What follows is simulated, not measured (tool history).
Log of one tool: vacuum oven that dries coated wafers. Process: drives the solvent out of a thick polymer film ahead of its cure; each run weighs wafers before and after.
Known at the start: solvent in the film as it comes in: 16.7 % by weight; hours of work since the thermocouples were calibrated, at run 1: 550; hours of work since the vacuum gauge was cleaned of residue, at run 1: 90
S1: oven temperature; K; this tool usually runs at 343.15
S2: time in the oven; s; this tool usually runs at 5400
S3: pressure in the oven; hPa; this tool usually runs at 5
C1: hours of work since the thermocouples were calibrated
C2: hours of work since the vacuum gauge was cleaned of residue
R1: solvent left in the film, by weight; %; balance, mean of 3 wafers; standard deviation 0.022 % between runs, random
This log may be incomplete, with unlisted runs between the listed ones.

Run 1, hour 0: usual settings; C1 550; C2 90. Result: R1 4.11 %.
Run 2, hour 19.9: usual settings; C1 560; C2 100. Result: R1 4.13 %.
Run 3, hour 33.7: usual settings; C1 567; C2 107. Result: R1 4.11 %.
Run 4, hour 52.8: usual settings; C1 577; C2 117. Result: R1 4.07 %.
Run 5, hour 70.9: usual settings; C1 587; C2 126. Result: R1 4.08 %.
Run 6, hour 84.1: usual settings; C1 594; C2 133. Result: R1 4.13 %.
Run 7, hour 98: usual settings but S3 3.47 hPa; C1 601; C2 140. Result: R1 4 %.
Run 8, hour 107.9: usual settings but S3 3.47 hPa; C1 606; C2 146. Result: R1 3.97 %.
Run 9, hour 126.8: usual settings but S3 3.47 hPa; C1 616; C2 155. Result: R1 3.95 %.
Run 10, hour 143.3: usual settings but S3 3.47 hPa; C1 624; C2 164. Result: R1 3.99 %.
Run 11, hour 159.4: usual settings but S1 335.15 K, S2 3060 s, S3 3.82 hPa; C1 633; C2 172. Result: R1 9.18 %.
Run 12, hour 173.9: usual settings but S1 339.15 K, S2 7320 s, S3 8.2 hPa; C1 640; C2 180. Result: R1 4.32 %.
Run 13, hour 187.9: usual settings but S1 347.15 K, S2 2760 s, S3 9.58 hPa; C1 648; C2 187. Result: R1 6.22 %.
Run 14, hour 208.7: usual settings but S1 354.15 K, S2 5520 s, S3 16.28 hPa; C1 658; C2 198. Result: R1 1.82 %.
Run 15, hour 223.7: usual settings but S1 329.15 K, S2 6120 s, S3 2.65 hPa; C1 666; C2 206. Result: R1 8.14 %.
Run 16, hour 232.7: usual settings but S1 354.15 K, S2 6660 s, S3 2.65 hPa; C1 671; C2 210. Result: R1 0.67 %.
Run 17, hour 248.4: usual settings but S1 339.15 K, S2 5580 s, S3 5.53 hPa; C1 679; C2 219. Result: R1 5.35 %.
Run 18, hour 260.1: usual settings but S1 339.15 K, S2 7440 s, S3 11.01 hPa; C1 685; C2 225. Result: R1 4.52 %.
Run 19, hour 281.7: usual settings but S1 348.15 K, S3 14.26 hPa; C1 696; C2 236. Result: R1 3.19 %.

What if the next run were any one of these 4? Each begins from the tool's condition after run 19:
Run A, hour 294.7: usual settings but S1 342.15 K, S2 3720 s, S3 14.8 hPa; C1 703; C2 243. Result: R1 ?.
Run B, hour 294.7: usual settings but S1 328.15 K, S2 4980 s, S3 14.52 hPa; C1 703; C2 243. Result: R1 ?.
Run C, hour 294.7: usual settings but S1 352.15 K, S2 5100 s, S3 5.67 hPa; C1 703; C2 243. Result: R1 ?.
Run D, hour 294.7: usual settings but S2 3540 s, S3 4.12 hPa; C1 703; C2 243. Result: R1 ?.

run     R1
  A   6.89
  B  10.37
  C    1.8
  D   6.07
What these runs would have given with no unlogged condition in the tool:
run     R1
  A   6.89
  B  10.37
  C    1.8
  D   6.07

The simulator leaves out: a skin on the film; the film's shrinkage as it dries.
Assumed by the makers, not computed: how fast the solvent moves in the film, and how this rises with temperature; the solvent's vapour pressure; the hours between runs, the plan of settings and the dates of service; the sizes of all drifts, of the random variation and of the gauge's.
